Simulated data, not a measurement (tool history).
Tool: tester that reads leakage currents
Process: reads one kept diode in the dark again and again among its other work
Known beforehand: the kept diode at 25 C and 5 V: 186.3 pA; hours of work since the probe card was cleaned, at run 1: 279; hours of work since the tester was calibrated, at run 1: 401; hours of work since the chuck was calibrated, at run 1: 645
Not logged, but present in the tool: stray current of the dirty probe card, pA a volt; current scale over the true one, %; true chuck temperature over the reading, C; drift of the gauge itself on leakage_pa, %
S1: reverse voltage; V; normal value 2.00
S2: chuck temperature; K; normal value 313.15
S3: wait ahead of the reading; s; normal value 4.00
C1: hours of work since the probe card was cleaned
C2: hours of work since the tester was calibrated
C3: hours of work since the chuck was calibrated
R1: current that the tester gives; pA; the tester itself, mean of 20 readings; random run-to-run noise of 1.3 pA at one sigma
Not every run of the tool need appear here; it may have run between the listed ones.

run   hour     S1      S2    S3   C1   C2   C3       R1
  1    0.0   2.00  313.15  4.00  279  401  645   380.92
  2   58.8   2.00  313.15  4.00  323  445  689   378.64
  3  113.4   2.00  313.15  4.00  364  486  730   376.04
  4  202.2   2.00  298.15  4.00  431  553  797   120.22
  5  286.5   2.00  298.15  4.00  494  616  860   119.03
  6  386.2   2.00  298.15  4.00  570  692  936   116.97
     448.7  -- chuck's temperature calibrated
  7  448.7  17.57  296.15  1.22  615  737    0   252.12
  8  526.5  17.57  296.15  1.22  674  796   59   249.30
  9  606.2  12.68  300.15  8.87  734  856  119   295.74
 10  692.5  12.68  332.15  4.66  799  921  184  2723.50

How the hidden state differs across the entries between the runs, from the last listed run before each to the first after it:
Run 6 -> run 7: chuck's temperature calibrated (hour 448.7)
  stray current of the dirty probe card, pA a volt: 0.351 -> 0.377; current scale over the true one, %: -0.7 -> -0.74; true chuck temperature over the reading, C: -1.96 -> -0.01
  measured minus no-state result, R1: -19.80 -> +4.20 pA
